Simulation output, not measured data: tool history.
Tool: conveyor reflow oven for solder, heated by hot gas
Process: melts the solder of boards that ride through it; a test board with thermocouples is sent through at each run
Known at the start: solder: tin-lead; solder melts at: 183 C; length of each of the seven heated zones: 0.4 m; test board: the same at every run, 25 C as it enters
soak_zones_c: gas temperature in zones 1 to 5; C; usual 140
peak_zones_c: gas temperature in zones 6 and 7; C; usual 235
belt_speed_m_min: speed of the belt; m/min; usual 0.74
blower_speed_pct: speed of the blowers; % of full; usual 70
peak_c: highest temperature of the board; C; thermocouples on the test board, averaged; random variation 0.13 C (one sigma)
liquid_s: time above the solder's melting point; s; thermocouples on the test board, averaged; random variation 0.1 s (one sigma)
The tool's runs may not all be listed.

run	day	soak_zones_c	peak_zones_c	belt_speed_m_min	blower_speed_pct	peak_c	liquid_s
1	0	140	235	0.74	70	209.3	41.6
# day 0.967: flux residue cleaned out of gas plates and filters
2	0.967	140	235	0.615	70	216.7	58.6
3	1.525	140	235	0.615	70	216.7	58.5
4	2.517	140	235	0.615	70	216.5	58.5
5	3.121	140	235	0.74	70	209.9	42.6
6	3.821	140	235	0.74	70	210.2	42.5
7	4.608	140	235	0.74	70	209.7	42.5
8	5.392	140	235	0.74	70	209.9	42.4
9	6.312	140	235	0.74	68	208.8	41.5
10	7.071	137	235	0.74	70	208.7	40.6
11	7.767	140	235	0.74	70	209.5	42.2
12	8.538	140	235	0.74	70	209.3	41.8
13	9.029	140	235	0.74	70	209.1	41.8
14	9.862	140	235	0.74	54	203.9	35.3
15	10.646	140	235	0.74	54	203.7	35.3
# day 11.462: flux residue cleaned out of gas plates and filters
16	11.817	140	235	0.74	67	209.2	41.5
17	12.317	140	226	0.623	67	207.6	49.8
18	12.979	140	226	0.623	67	207.2	49.4
19	13.629	135	231	0.74	70	205.5	36.8
20	14.704	125	228	0.605	55	203.1	40.1
21	15.546	140	229	0.718	78	207.9	42.4
22	16.175	140	225	0.74	70	201.8	34.4
23	17.233	140	235	0.74	62	206.7	39.1
24	18.242	151	235	0.765	72	211.1	45.8
25	19.033	131	240	0.889	80	205.7	29.1
26	19.896	131	240	0.889	80	205.5	29
27	20.638	141	235	0.776	70	207.1	38.1
28	21.3	148	228	0.859	50	192.9	18.2
# day 22: flux residue cleaned out of gas plates and filters
29	22.45	148	226	0.749	53	199.3	32.3
30	22.925	148	226	0.749	53	199	31.9
31	23.962	148	226	0.749	53	198.9	31.8
# day 24.762: thermocouples of zones 6 and 7 changed
32	24.762	148	243	0.733	54	214.7	48.7

3 ways to go on from here, each from the tool as it stands after run 32. What would each give?
A	25.233	126	243	0.843	54	?	?
B	25.233	145	235	0.74	86	?	?
C	25.233	125	234	0.733	52	?	?

run	peak_c	liquid_s
A	201.2	24.9
B	216.4	50.1
C	200.4	28.4
Without the tool's hidden state the same runs would have given:
run	peak_c	liquid_s
A	201.5	25.1
B	216.7	50
C	200.6	28.4

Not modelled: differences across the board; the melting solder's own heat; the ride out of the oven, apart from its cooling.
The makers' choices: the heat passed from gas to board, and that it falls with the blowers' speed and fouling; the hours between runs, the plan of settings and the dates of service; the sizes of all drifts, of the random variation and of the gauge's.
